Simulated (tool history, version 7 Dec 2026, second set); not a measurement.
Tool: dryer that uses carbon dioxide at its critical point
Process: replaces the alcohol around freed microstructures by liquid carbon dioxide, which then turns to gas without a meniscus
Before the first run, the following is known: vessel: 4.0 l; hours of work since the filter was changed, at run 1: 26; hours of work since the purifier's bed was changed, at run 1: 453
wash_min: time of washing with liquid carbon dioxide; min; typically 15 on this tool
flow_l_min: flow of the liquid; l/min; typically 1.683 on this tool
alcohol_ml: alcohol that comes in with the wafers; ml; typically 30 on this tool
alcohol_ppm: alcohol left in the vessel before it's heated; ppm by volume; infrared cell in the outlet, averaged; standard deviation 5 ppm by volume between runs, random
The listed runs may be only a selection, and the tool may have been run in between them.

run,hour,wash_min,flow_l_min,alcohol_ml,hours of work since the filter was changed,hours of work since the purifier's bed was changed,alcohol_ppm
1,0,15,1.683,30,26,453,147
2,8.8,16,1.683,30,32,460,140
3,19.8,15,1.683,30,41,468,143
4,28.6,15,1.683,30,48,475,139
5,38.5,15,1.683,30,55,482,159
6,46.5,15,1.683,30,61,488,155
7,53.8,15,1.683,30,67,494,156
8,70,15,1.683,30,79,506,165
9,76.6,15,1.683,30,84,511,164
10,91.4,15,1.683,30,96,523,168
11,102.7,15,1.683,30,104,531,172
12,111.1,15,2.55,30,111,538,134
13,121.7,15,2.55,30,119,546,141
14,136.1,15,2.55,30,130,557,139
15,145.7,15,1.683,30,137,564,178
16,159.2,15,1.18,30,147,574,326
17,168.9,15,1.02,30,155,582,454
18,182.9,15,1.02,30,165,593,466
# hour 197.3: inlet filter changed
19,199.2,15,1.02,30,2,604,409
20,210.5,15,1.683,21,10,613,182
21,222.9,11,2.27,30,20,622,190
22,230.5,11,2.27,30,25,628,192
23,238.2,12,2.29,22,31,634,169

Run 24 has not been measured yet. What should we expect?
24,249.4,12,2.29,22,40,643,?

Run 24 gave alcohol_ppm 176 ppm by volume.
The same run, on a tool lacking any hidden state, would have yielded alcohol_ppm 26 ppm by volume.
